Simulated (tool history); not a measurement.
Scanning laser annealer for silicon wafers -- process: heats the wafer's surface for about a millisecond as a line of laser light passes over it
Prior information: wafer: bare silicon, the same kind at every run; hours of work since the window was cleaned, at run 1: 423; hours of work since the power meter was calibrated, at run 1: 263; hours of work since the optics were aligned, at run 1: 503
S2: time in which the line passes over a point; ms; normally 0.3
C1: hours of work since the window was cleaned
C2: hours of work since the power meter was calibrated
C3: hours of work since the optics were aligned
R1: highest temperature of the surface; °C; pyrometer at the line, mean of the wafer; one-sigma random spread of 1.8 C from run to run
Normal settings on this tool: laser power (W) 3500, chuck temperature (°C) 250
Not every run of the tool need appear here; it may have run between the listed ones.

Run 1, hour 0: usual settings; C1 423; C2 263; C3 503. Result: R1 930 °C.
Run 2, hour 56.5: usual settings but laser power (W) 3628; C1 466; C2 307; C3 546. Result: R1 963 °C.
Run 3, hour 129.7: usual settings but laser power (W) 3628; C1 523; C2 363; C3 603. Result: R1 954 °C.
Run 4, hour 181.8: usual settings but laser power (W) 3628, S2 0.241 ms; C1 563; C2 404; C3 643. Result: R1 890 °C.
Run 5, hour 226.4: usual settings but laser power (W) 3628, S2 0.241 ms; C1 598; C2 438; C3 678. Result: R1 887 °C.
Run 6, hour 290.3: usual settings; C1 647; C2 487; C3 727. Result: R1 914 °C.
Run 7, hour 336.3: usual settings; C1 683; C2 523; C3 762. Result: R1 915 °C.
At hour 347.7: window over the wafer cleaned.
Run 8, hour 377.8: usual settings but S2 0.305 ms; C1 23; C2 553; C3 793. Result: R1 956 °C.
Run 9, hour 433.4: usual settings; C1 66; C2 596; C3 836. Result: R1 951 °C.
Run 10, hour 468.8: usual settings; C1 94; C2 624; C3 863. Result: R1 948 °C.
Run 11, hour 532.3: usual settings; C1 143; C2 673; C3 912. Result: R1 948 °C.
Run 12, hour 593.4: usual settings; C1 190; C2 720; C3 959. Result: R1 941 °C.
Run 13, hour 632.3: usual settings but S2 0.252 ms, chuck temperature (°C) 240; C1 220; C2 750; C3 990. Result: R1 879 °C.
Run 14, hour 680.4: usual settings but laser power (W) 3267, chuck temperature (°C) 275; C1 257; C2 787; C3 1027. Result: R1 905 °C.
Run 15, hour 711.5: usual settings but laser power (W) 3267, chuck temperature (°C) 275; C1 281; C2 811; C3 1051. Result: R1 908 °C.
Run 16, hour 753.9: usual settings but laser power (W) 3267, chuck temperature (°C) 275; C1 314; C2 844; C3 1083. Result: R1 902 °C.
Run 17, hour 799: usual settings but laser power (W) 3590; C1 349; C2 879; C3 1118. Result: R1 955 °C.
Run 18, hour 831.8: usual settings but laser power (W) 3590; C1 374; C2 904; C3 1144. Result: R1 950 °C.
Run 19, hour 907.2: usual settings but laser power (W) 3350, S2 0.214 ms; C1 432; C2 962; C3 1202. Result: R1 801 °C.
Run 20, hour 954.6: usual settings but laser power (W) 3226, S2 0.263 ms; C1 469; C2 999; C3 1238. Result: R1 824 °C.
Run 21, hour 1013.2: usual settings but laser power (W) 3226, S2 0.263 ms; C1 514; C2 1044; C3 1284. Result: R1 819 °C.
Run 22, hour 1088.8: usual settings but laser power (W) 3774, S2 0.349 ms, chuck temperature (°C) 276; C1 573; C2 1103; C3 1342. Result: R1 1059 °C.
Run 23, hour 1149.1: usual settings but laser power (W) 3774, S2 0.349 ms, chuck temperature (°C) 276; C1 619; C2 1149; C3 1389. Result: R1 1058 °C.

Run by run, hidden condition taken away, random variation retained:
The hidden state here: light that passes the window, % of a clean one's; laser's true power over the reading, %; width of the line over the set one, %; drift of the gauge itself on peak_c, C.
run    R1
  1   958
  2   995
  3   990
  4   925
  5   924
  6   956
  7   960
  8   960
  9   958
 10   956
 11   960
 12   956
 13   895
 14   923
 15   927
 16   924
 17   982
 18   978
 19   826
 20   853
 21   851
 22  1108
 23  1110
